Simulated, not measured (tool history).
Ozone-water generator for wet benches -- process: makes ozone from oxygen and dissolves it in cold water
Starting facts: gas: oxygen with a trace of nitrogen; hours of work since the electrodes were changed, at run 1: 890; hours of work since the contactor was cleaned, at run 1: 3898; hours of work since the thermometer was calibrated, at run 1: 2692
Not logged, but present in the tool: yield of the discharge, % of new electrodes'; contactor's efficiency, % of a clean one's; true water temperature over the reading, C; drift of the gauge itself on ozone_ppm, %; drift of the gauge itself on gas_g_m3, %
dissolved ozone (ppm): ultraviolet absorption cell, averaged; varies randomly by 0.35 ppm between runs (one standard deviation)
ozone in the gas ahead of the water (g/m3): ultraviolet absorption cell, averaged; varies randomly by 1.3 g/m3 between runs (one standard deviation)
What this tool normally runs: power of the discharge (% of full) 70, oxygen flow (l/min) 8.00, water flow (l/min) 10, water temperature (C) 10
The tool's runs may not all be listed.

run	hour	power of the discharge (% of full)	oxygen flow (l/min)	water flow (l/min)	water temperature (C)	hours of work since the electrodes were changed	hours of work since the contactor was cleaned	hours of work since the thermometer was calibrated	dissolved ozone (ppm)	ozone in the gas ahead of the water (g/m3)
1	0.0	70	8.00	10	10	890	3898	2692	54.5	246.0
2	28.6	70	8.00	10	10	918	3926	2719	55.3	244.8
3	57.1	70	8.00	10	10	945	3953	2746	56.1	244.3
4	95.1	70	8.00	10	10	981	3989	2783	55.4	243.5
5	121.1	70	5.21	10	10	1006	4014	2807	55.2	288.8
6	143.8	70	5.21	6	10	1028	4036	2829	71.4	287.8
7	168.9	47	8.00	10	10	1052	4060	2853	42.5	189.9
8	214.6	70	8.00	7	10	1096	4103	2897	64.5	246.1
9	237.5	70	8.00	7	10	1118	4125	2919	64.8	243.5
10	264.0	70	8.00	7	10	1143	4151	2944	64.7	247.6
11	294.0	70	8.00	7	10	1172	4179	2973	65.4	245.3
12	333.4	70	8.00	7	10	1209	4217	3010	65.0	249.7
13	358.8	70	8.00	7	10	1234	4241	3035	65.3	247.9
14	389.0	70	8.00	7	10	1263	4270	3064	65.4	247.0
15	430.8	70	8.00	10	10	1303	4310	3104	54.9	246.1
16	471.5	70	8.00	10	10	1342	4349	3143	55.7	249.1
17	516.4	70	5.39	10	12	1384	4392	3185	52.7	284.6
18	548.7	47	6.79	9	8	1415	4423	3216	47.3	203.7
19	571.9	47	6.79	9	8	1438	4445	3239	47.1	204.3
20	609.8	70	13.99	10	10	1474	4482	3275	51.9	204.4
21	635.1	70	13.99	10	10	1498	4506	3299	52.0	200.9
22	660.9	96	8.00	12	10	1523	4530	3324	61.4	307.5
23	681.0	96	6.16	10	10	1542	4550	3343	67.6	337.0
# hour 694.8: gauge calibrated
24	707.4	48	5.45	7	14	1567	4575	3368	47.9	219.5
25	737.7	69	4.49	10	10	1596	4604	3397	53.7	299.3
26	778.4	70	8.00	9	10	1635	4643	3436	58.9	245.6
27	812.5	41	8.00	12	10	1668	4675	3469	35.3	173.1
28	836.0	70	8.00	10	8	1690	4698	3491	57.3	245.5
29	862.4	70	7.30	7	10	1715	4723	3516	65.7	253.0
30	884.7	64	13.52	7	10	1737	4744	3538	55.9	188.5
31	906.8	64	13.52	8	10	1758	4766	3559	54.0	189.1
32	945.0	64	13.52	14	7	1794	4802	3596	45.5	189.5

How would selected steps in ozone in the gas ahead of the water (g/m3) from run to run divide? Give the signed amount a tool lacking its hidden state would still show from settings, what came in and random variation, and the signed amount left for the hidden state, including any gauge scatter that is not in both of the compared results.
Run 6 -> 7: power of the discharge (% of full) 70 -> 47, oxygen flow (l/min) 5.21 -> 8.00, water flow (l/min) 6 -> 10. ozone in the gas ahead of the water (g/m3) -97.9: hidden state -0.4, all else -97.5.
Run 17 -> 18: power of the discharge (% of full) 70 -> 47, oxygen flow (l/min) 5.39 -> 6.79, water flow (l/min) 10 -> 9, water temperature (C) 12 -> 8. ozone in the gas ahead of the water (g/m3) -80.9: hidden state -1.3, all else -79.6.
Run 21 -> 22: power of the discharge (% of full) 70 -> 96, oxygen flow (l/min) 13.99 -> 8.00, water flow (l/min) 10 -> 12. ozone in the gas ahead of the water (g/m3) +106.6: hidden state +2.8, all else +103.8.
Run 23 -> 24: power of the discharge (% of full) 96 -> 48, oxygen flow (l/min) 6.16 -> 5.45, water flow (l/min) 10 -> 7, water temperature (C) 10 -> 14, gauge calibrated. ozone in the gas ahead of the water (g/m3) -117.5: hidden state -8.5, all else -109.0.
